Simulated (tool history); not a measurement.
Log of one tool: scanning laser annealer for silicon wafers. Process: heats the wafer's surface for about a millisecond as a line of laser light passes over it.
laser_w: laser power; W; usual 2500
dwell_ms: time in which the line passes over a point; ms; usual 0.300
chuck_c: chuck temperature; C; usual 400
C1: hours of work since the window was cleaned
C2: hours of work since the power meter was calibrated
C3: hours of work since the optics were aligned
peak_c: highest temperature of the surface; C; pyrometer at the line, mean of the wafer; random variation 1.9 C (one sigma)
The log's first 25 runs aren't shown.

run 26 hour=371.1 | laser_w=2500 dwell_ms=0.256 chuck_c=403 | C1=509 C2=470 C3=542 | peak_c=1071
run 27 hour=389.6 | laser_w=2500 dwell_ms=0.354 chuck_c=363 | C1=521 C2=482 C3=554 | peak_c=1134
run 28 hour=402.0 | laser_w=2500 dwell_ms=0.357 chuck_c=363 | C1=529 C2=490 C3=562 | peak_c=1138
run 29 hour=419.0 | laser_w=2500 dwell_ms=0.357 chuck_c=374 | C1=540 C2=501 C3=573 | peak_c=1145
run 30 hour=427.5 | laser_w=2311 dwell_ms=0.331 chuck_c=380 | C1=546 C2=506 C3=578 | peak_c=1074
run 31 hour=445.1 | laser_w=2311 dwell_ms=0.331 chuck_c=380 | C1=557 C2=517 C3=589 | peak_c=1070
run 32 hour=455.9 | laser_w=2587 dwell_ms=0.350 chuck_c=361 | C1=564 C2=524 C3=596 | peak_c=1147
run 33 hour=474.5 | laser_w=2587 dwell_ms=0.350 chuck_c=361 | C1=576 C2=536 C3=608 | peak_c=1148
run 34 hour=493.1 | laser_w=2283 dwell_ms=0.350 chuck_c=398 | C1=588 C2=549 C3=621 | peak_c=1098
run 35 hour=508.4 | laser_w=2283 dwell_ms=0.350 chuck_c=398 | C1=598 C2=558 C3=630 | peak_c=1091
run 36 hour=522.2 | laser_w=2500 dwell_ms=0.300 chuck_c=408 | C1=607 C2=567 C3=639 | peak_c=1119
run 37 hour=531.7 | laser_w=2529 dwell_ms=0.373 chuck_c=419 | C1=613 C2=574 C3=646 | peak_c=1210
run 38 hour=550.5 | laser_w=2500 dwell_ms=0.259 chuck_c=369 | C1=625 C2=586 C3=658 | peak_c=1034
run 39 hour=563.6 | laser_w=2397 dwell_ms=0.259 chuck_c=373 | C1=634 C2=594 C3=666 | peak_c=1014
run 40 hour=578.0 | laser_w=2517 dwell_ms=0.279 chuck_c=400 | C1=643 C2=604 C3=676 | peak_c=1093
run 41 hour=598.9 | laser_w=2517 dwell_ms=0.279 chuck_c=400 | C1=657 C2=617 C3=689 | peak_c=1089

Forecast each of these 3 alternatives for the next run:
-- hour=617.4 window over the wafer cleaned
run A hour=620.3 | laser_w=2402 dwell_ms=0.300 chuck_c=405 | C1=2 C2=630 C3=702 | peak_c=?
-- hour=617.4 window over the wafer cleaned
run B hour=620.3 | laser_w=2387 dwell_ms=0.214 chuck_c=400 | C1=2 C2=630 C3=702 | peak_c=?
-- hour=617.4 window over the wafer cleaned
run C hour=620.3 | laser_w=2670 dwell_ms=0.279 chuck_c=409 | C1=2 C2=630 C3=702 | peak_c=?

run=A peak_c=1123
run=B peak_c=1017
run=C peak_c=1178
Without the tool's hidden state the same runs would have given:
run=A peak_c=1136
run=B peak_c=1028
run=C peak_c=1192
